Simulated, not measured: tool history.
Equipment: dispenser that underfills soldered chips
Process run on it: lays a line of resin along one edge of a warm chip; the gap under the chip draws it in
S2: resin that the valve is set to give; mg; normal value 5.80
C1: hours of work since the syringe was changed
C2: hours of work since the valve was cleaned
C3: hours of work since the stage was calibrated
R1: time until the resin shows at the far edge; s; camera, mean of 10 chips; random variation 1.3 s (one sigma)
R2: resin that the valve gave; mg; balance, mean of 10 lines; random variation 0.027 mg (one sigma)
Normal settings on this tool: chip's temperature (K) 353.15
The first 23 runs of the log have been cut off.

-- hour=297.2 new syringe of resin
run 24 hour=303.6 | chip's_temperature_(K)=348.15 S2=7.47 | C1=4 C2=44 C3=28 | R1=187.2 R2=7.40
-- hour=310.5 new syringe of resin
run 25 hour=316.9 | chip's_temperature_(K)=348.15 S2=7.47 | C1=4 C2=53 C3=37 | R1=189.0 R2=7.32
-- hour=324.0 new syringe of resin
run 26 hour=334.0 | chip's_temperature_(K)=366.15 S2=5.04 | C1=7 C2=64 C3=48 | R1=118.7 R2=4.93
-- hour=337.2 new syringe of resin
run 27 hour=343.0 | chip's_temperature_(K)=342.15 S2=5.54 | C1=4 C2=69 C3=53 | R1=241.5 R2=5.40
-- hour=350.0 new syringe of resin
run 28 hour=354.0 | chip's_temperature_(K)=346.15 S2=6.77 | C1=3 C2=76 C3=60 | R1=187.0 R2=6.56
run 29 hour=362.0 | chip's_temperature_(K)=346.15 S2=6.77 | C1=8 C2=81 C3=66 | R1=257.0 R2=6.56
-- hour=363.6 new syringe of resin
-- hour=377.0 new syringe of resin
run 30 hour=377.0 | chip's_temperature_(K)=349.15 S2=6.17 | C1=0 C2=91 C3=75 | R1=140.7 R2=5.96
run 31 hour=384.6 | chip's_temperature_(K)=363.15 S2=6.54 | C1=5 C2=96 C3=80 | R1=117.4 R2=6.33

4 ways to go on from here, each from the tool as it stands after run 31. What would each give?
-- hour=390.5 new syringe of resin
run A hour=396.5 | chip's_temperature_(K)=361.15 S2=5.80 | C1=4 C2=103 C3=87 | R1=? R2=?
-- hour=390.5 new syringe of resin
run B hour=396.5 | chip's_temperature_(K)=363.15 S2=6.54 | C1=4 C2=103 C3=87 | R1=? R2=?
-- hour=390.5 new syringe of resin
run C hour=396.5 | chip's_temperature_(K)=345.15 S2=6.10 | C1=4 C2=103 C3=87 | R1=? R2=?
-- hour=390.5 new syringe of resin
run D hour=396.5 | chip's_temperature_(K)=362.15 S2=5.80 | C1=4 C2=103 C3=87 | R1=? R2=?

run=A R1=115.6 R2=5.62
run=B R1=107.2 R2=6.24
run=C R1=208.8 R2=5.89
run=D R1=114.1 R2=5.59
Had the tool no hidden state, the same runs would have come out as:
run=A R1=91.8 R2=5.83
run=B R1=85.4 R2=6.49
run=C R1=165.8 R2=6.11
run=D R1=90.8 R2=5.80
